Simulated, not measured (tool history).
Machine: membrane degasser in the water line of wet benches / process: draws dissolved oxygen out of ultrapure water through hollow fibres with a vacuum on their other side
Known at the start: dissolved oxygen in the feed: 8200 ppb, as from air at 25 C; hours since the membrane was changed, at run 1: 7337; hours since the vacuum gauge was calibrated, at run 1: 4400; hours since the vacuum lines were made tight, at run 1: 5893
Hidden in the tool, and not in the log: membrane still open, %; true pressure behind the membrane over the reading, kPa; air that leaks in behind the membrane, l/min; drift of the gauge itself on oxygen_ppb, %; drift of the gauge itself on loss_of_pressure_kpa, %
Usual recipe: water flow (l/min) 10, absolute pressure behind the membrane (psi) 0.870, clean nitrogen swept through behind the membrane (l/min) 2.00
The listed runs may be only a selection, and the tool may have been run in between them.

run    hour  water flow (l/min)  absolute pressure behind the membrane (psi)  clean nitrogen swept through behind the membrane (l/min)  hours since the membrane was changed  hours since the vacuum gauge was calibrated  hours since the vacuum lines were made tight  dissolved oxygen in the water behind the degasser (ppb)  pressure that the water loses in the fibres (psi)
  1     0.0                  10                                        0.870                                                      2.00                                  7337                                         4400                                          5893                                                    109.3                                              9.691
  2   188.4                  10                                        0.870                                                      2.00                                  7525                                         4589                                          6081                                                    109.5                                              9.578
      308.9  -- vacuum gauge calibrated
  3   323.5                  10                                        0.870                                                      2.00                                  7660                                           15                                          6216                                                    109.8                                              9.631
  4   514.6                  10                                        0.870                                                      2.00                                  7851                                          206                                          6407                                                    109.4                                              9.581
  5   694.4                  10                                        1.429                                                      2.00                                  8031                                          385                                          6587                                                    156.6                                              9.513
  6   867.4                  10                                        0.870                                                      2.00                                  8204                                          559                                          6760                                                    110.9                                              9.577
  7  1040.9                  15                                        0.870                                                      2.00                                  8377                                          732                                          6933                                                    224.6                                             14.351
  8  1207.6                  15                                        0.870                                                      2.00                                  8544                                          899                                          7100                                                    224.1                                             14.156
  9  1324.1                  15                                        0.870                                                      2.00                                  8660                                         1015                                          7216                                                    226.1                                             14.256
 10  1411.6                  15                                        0.870                                                      2.00                                  8748                                         1103                                          7304                                                    225.6                                             14.244
 11  1616.7                  10                                        0.870                                                      2.00                                  8953                                         1308                                          7509                                                    108.4                                              9.517
 12  1809.8                  10                                        0.795                                                      2.00                                  9146                                         1501                                          7702                                                    104.7                                              9.435
 13  1920.6                  10                                        1.252                                                      2.00                                  9257                                         1612                                          7813                                                    143.9                                              9.471
 14  2113.9                  10                                        1.593                                                      4.09                                  9450                                         1805                                          8006                                                    122.8                                              9.429
     2171.8  -- gauge calibrated
 15  2238.7                  15                                        0.870                                                      2.00                                  9575                                         1930                                          8131                                                    228.4                                             14.421
 16  2446.3                   7                                        0.542                                                      2.75                                  9783                                         2137                                          8338                                                     36.0                                              6.705
 17  2565.2                  16                                        1.096                                                      0.88                                  9901                                         2256                                          8457                                                    364.3                                             15.241
 18  2777.1                   7                                        1.604                                                      2.00                                 10113                                         2468                                          8669                                                    100.9                                              6.695
 19  2926.9                   7                                        1.249                                                      2.00                                 10263                                         2618                                          8819                                                     78.4                                              6.666
 20  3037.0                   9                                        0.935                                                      1.52                                 10373                                         2728                                          8929                                                    106.2                                              8.562
 21  3219.4                   7                                        1.942                                                      2.95                                 10556                                         2910                                          9112                                                     92.2                                              6.670
 22  3407.6                   7                                        1.942                                                      2.95                                 10744                                         3099                                          9300                                                     92.3                                              6.663

Run 23 has not been measured yet. What should we expect?
 23  3521.4                  10                                        0.870                                                      0.85                                 10858                                         3212                                          9414                                                        ?                                                  ?

dissolved oxygen in the water behind the degasser (ppb): 150.5
pressure that the water loses in the fibres (psi): 9.514
With no hidden state in the tool, this same run would have given dissolved oxygen in the water behind the degasser (ppb) 150.1, pressure that the water loses in the fibres (psi) 9.622.
